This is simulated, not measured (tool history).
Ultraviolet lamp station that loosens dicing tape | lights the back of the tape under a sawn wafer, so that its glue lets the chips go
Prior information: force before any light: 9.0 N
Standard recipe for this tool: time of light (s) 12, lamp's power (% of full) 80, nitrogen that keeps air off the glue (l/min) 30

run,day,time of light (s),lamp's power (% of full),nitrogen that keeps air off the glue (l/min),force that peels the tape off (N),light that reached the tape (J/m2)
1,0,12,80,30,1.005,3140
2,2.067,12,80,30,1.017,3170
3,4.621,12,62,30,1.566,2470
4,7.625,12,62,30,1.559,2480
5,11.417,14,80,30,0.781,3690
6,13.796,14,80,30,0.764,3740
7,17.062,14,74,30,0.885,3430
8,19.583,14,74,30,0.89,3470
9,21.733,14,74,30,0.891,3470
10,25.6,14,74,30,0.862,3480
11,29.375,14,74,30,0.881,3430
12,32.429,14,74,24,0.996,3370
13,34.558,12,93,30,0.788,3680
14,37.067,12,80,30,1.024,3160
15,39.196,12,80,33,0.972,3200
16,42.975,12,80,33,0.973,3140
17,45.246,12,71,33,1.223,2840
18,47.15,12,71,33,1.23,2820
19,50.408,12,71,33,1.249,2810
20,53.562,12,80,30,1.076,3170
21,57.342,18,80,30,0.46,4790
22,61.471,18,80,30,0.448,4730
23,64.296,13,85,28,0.801,3630
24,66.421,13,85,28,0.832,3620
25,69.275,13,85,28,0.835,3650
26,72.329,12,66,30,1.441,2610
27,74.596,18,98,10,0.688,5790
28,76.888,16,98,10,0.846,5160
29,79.729,16,75,19,0.897,3980
30,83.208,20,77,19,0.543,5120
31,87.242,12,85,30,0.911,3390
32,90.162,12,85,30,0.952,3340
33,93.588,12,85,30,0.881,3370
34,96.754,12,72,47,0.967,2860
35,100.758,12,68,59,0.966,2690
36,104.604,12,73,30,1.2,2930
37,107.096,12,73,30,1.249,2880
38,109.012,12,81,21,1.207,3240
39,112.033,12,80,21,1.274,3120
40,115.188,12,80,21,1.224,3210
41,118.433,18,75,30,0.524,4430
42,122.033,10,80,44,1.194,2590
43,124.167,10,80,44,1.187,2630

Not shown: 6 entries that the log had between the listed runs. Between which runs, and how does the tool's hidden state differ before and after?
Logged between run 2 and run 3: lamp changed (day 4.492)
  lamp's light, % of a new lamp's: 99.6 -> 100
Logged between run 6 and run 7: window cleaned of glue's vapour (day 15.783)
  light that the window lets through, % of a clean one's: 99.8 -> 100
Logged between run 16 and run 17: window cleaned of glue's vapour (day 43.725)
  light that the window lets through, % of a clean one's: 99.8 -> 100
Logged between run 25 and run 26: window cleaned of glue's vapour (day 71.721)
  lamp's light, % of a new lamp's: 99.7 -> 99.6; light that the window lets through, % of a clean one's: 99.8 -> 100
Logged between run 29 and run 30: lamp changed (day 81.783)
  lamp's light, % of a new lamp's: 99.6 -> 100
Logged between run 34 and run 35: window cleaned of glue's vapour (day 99.562)
  light that the window lets through, % of a clean one's: 99.8 -> 100

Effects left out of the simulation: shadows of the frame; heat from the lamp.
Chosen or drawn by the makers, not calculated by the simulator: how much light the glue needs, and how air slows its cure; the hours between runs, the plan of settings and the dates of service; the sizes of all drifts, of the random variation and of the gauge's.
